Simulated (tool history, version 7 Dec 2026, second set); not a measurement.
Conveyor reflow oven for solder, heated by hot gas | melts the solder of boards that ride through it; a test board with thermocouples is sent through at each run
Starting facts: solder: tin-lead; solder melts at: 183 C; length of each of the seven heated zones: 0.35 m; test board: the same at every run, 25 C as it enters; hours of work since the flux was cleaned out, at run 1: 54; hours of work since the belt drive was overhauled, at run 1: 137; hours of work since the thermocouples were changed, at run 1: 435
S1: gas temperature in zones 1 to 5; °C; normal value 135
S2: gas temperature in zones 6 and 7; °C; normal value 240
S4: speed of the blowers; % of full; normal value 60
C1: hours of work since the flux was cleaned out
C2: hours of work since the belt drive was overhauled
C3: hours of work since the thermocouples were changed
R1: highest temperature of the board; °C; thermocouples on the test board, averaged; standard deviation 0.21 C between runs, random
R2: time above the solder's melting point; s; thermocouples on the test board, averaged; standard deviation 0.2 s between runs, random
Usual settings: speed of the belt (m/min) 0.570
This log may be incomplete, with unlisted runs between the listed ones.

Run 1, hour 0.0: usual settings; C1 54; C2 137; C3 435. Result: R1 225.3 °C, R2 60.3 s.
Run 2, hour 22.0: usual settings; C1 72; C2 154; C3 453. Result: R1 225.3 °C, R2 60.3 s.
Run 3, hour 43.0: usual settings; C1 88; C2 171; C3 470. Result: R1 225.7 °C, R2 60.4 s.
Run 4, hour 63.6: usual settings; C1 105; C2 188; C3 486. Result: R1 225.1 °C, R2 60.2 s.
Run 5, hour 82.9: usual settings but S2 229 °C; C1 120; C2 203; C3 501. Result: R1 214.8 °C, R2 53.6 s.
Run 6, hour 95.5: usual settings but S4 72 % of full; C1 130; C2 213; C3 512. Result: R1 227.3 °C, R2 61.4 s.
Run 7, hour 107.7: usual settings but S4 72 % of full; C1 140; C2 223; C3 521. Result: R1 227.4 °C, R2 61.2 s.
Run 8, hour 123.0: usual settings but S4 72 % of full; C1 152; C2 235; C3 533. Result: R1 227.2 °C, R2 61.4 s.
Run 9, hour 135.5: usual settings but S4 72 % of full; C1 162; C2 245; C3 543. Result: R1 227.2 °C, R2 61.3 s.
Run 10, hour 152.1: usual settings; C1 176; C2 258; C3 557. Result: R1 225.3 °C, R2 60.2 s.
At hour 163.8: flux residue cleaned out of gas plates and filters.
Run 11, hour 171.8: usual settings; C1 6; C2 270; C3 568. Result: R1 226.7 °C, R2 61.3 s.
Run 12, hour 182.0: usual settings but S4 82 % of full; C1 14; C2 278; C3 577. Result: R1 230.6 °C, R2 63.4 s.
Run 13, hour 202.4: usual settings but S4 82 % of full; C1 31; C2 294; C3 593. Result: R1 230.2 °C, R2 63.3 s.
Run 14, hour 215.0: usual settings but S4 82 % of full; C1 41; C2 304; C3 603. Result: R1 230.0 °C, R2 63.4 s.
Run 15, hour 231.2: usual settings; C1 54; C2 317; C3 616. Result: R1 226.4 °C, R2 60.9 s.
Run 16, hour 244.2: usual settings but S2 252 °C, speed of the belt (m/min) 0.670, S4 51 % of full; C1 64; C2 328; C3 626. Result: R1 228.4 °C, R2 52.3 s.
Run 17, hour 256.4: usual settings but S2 252 °C, speed of the belt (m/min) 0.670, S4 51 % of full; C1 74; C2 337; C3 636. Result: R1 228.5 °C, R2 52.4 s.
Run 18, hour 266.3: usual settings but S1 147 °C, S4 87 % of full; C1 82; C2 345; C3 644. Result: R1 231.7 °C, R2 68.0 s.
At hour 271.5: belt drive overhauled, speed set with a stopwatch.
Run 19, hour 285.0: usual settings but S1 147 °C, S2 233 °C, S4 62 % of full; C1 93; C2 11; C3 655. Result: R1 222.4 °C, R2 62.6 s.
Run 20, hour 300.6: usual settings but S1 130 °C, S2 249 °C, speed of the belt (m/min) 0.662, S4 51 % of full; C1 106; C2 23; C3 668. Result: R1 225.0 °C, R2 50.0 s.
At hour 308.8: belt drive overhauled, speed set with a stopwatch, once more.
Run 21, hour 316.8: usual settings but speed of the belt (m/min) 0.654, S4 58 % of full; C1 116; C2 6; C3 678. Result: R1 220.6 °C, R2 48.9 s.
Run 22, hour 327.4: usual settings but S1 138 °C, S2 233 °C, S4 59 % of full; C1 124; C2 15; C3 686. Result: R1 220.1 °C, R2 58.0 s.
Run 23, hour 344.5: usual settings but S2 232 °C, S4 89 % of full; C1 138; C2 28; C3 700. Result: R1 222.9 °C, R2 59.3 s.
Run 24, hour 362.4: usual settings but S2 233 °C, S4 61 % of full; C1 152; C2 43; C3 714. Result: R1 220.1 °C, R2 56.4 s.
Run 25, hour 378.5: usual settings but S1 129 °C, S2 230 °C, speed of the belt (m/min) 0.671, S4 62 % of full; C1 165; C2 56; C3 727. Result: R1 210.5 °C, R2 38.9 s.
Run 26, hour 396.8: usual settings but S1 136 °C, S4 71 % of full; C1 179; C2 70; C3 741. Result: R1 227.7 °C, R2 62.1 s.
At hour 403.1: flux residue cleaned out of gas plates and filters.
Run 27, hour 419.3: usual settings but S1 143 °C, speed of the belt (m/min) 0.518; C1 13; C2 84; C3 755. Result: R1 231.1 °C, R2 72.4 s.
Run 28, hour 437.8: usual settings but S1 140 °C, speed of the belt (m/min) 0.606, S4 75 % of full; C1 28; C2 99; C3 770. Result: R1 228.5 °C, R2 59.4 s.
Run 29, hour 452.4: usual settings but S1 130 °C, S2 253 °C, S4 51 % of full; C1 39; C2 111; C3 782. Result: R1 235.8 °C, R2 64.0 s.
Run 30, hour 463.6: usual settings but S1 133 °C, S2 236 °C; C1 48; C2 119; C3 791. Result: R1 222.9 °C, R2 58.2 s.

Branching from run 30: 5 alternative next runs. What would each branch give?
Run A, hour 476.0: usual settings but S1 133 °C, S2 254 °C, speed of the belt (m/min) 0.520, S4 80 % of full; C1 58; C2 129; C3 801. Result: R1 ?, R2 ?.
Run B, hour 476.0: usual settings but S1 147 °C, S4 73 % of full; C1 58; C2 129; C3 801. Result: R1 ?, R2 ?.
Run C, hour 476.0: usual settings but S1 145 °C, speed of the belt (m/min) 0.543, S4 72 % of full; C1 58; C2 129; C3 801. Result: R1 ?, R2 ?.
Run D, hour 476.0: usual settings but S4 87 % of full; C1 58; C2 129; C3 801. Result: R1 ?, R2 ?.
Run E, hour 476.0: usual settings but S1 128 °C, S2 233 °C, speed of the belt (m/min) 0.624; C1 58; C2 129; C3 801. Result: R1 ?, R2 ?.

run     R1    R2
  A  245.9  76.0
  B  230.8  66.9
  C  231.7  70.2
  D  230.9  64.1
  E  216.3  46.8
Without the tool's unlogged condition, the same runs would have read:
run     R1    R2
  A  244.1  75.1
  B  229.0  65.9
  C  229.8  69.2
  D  229.1  63.2
  E  214.6  45.5
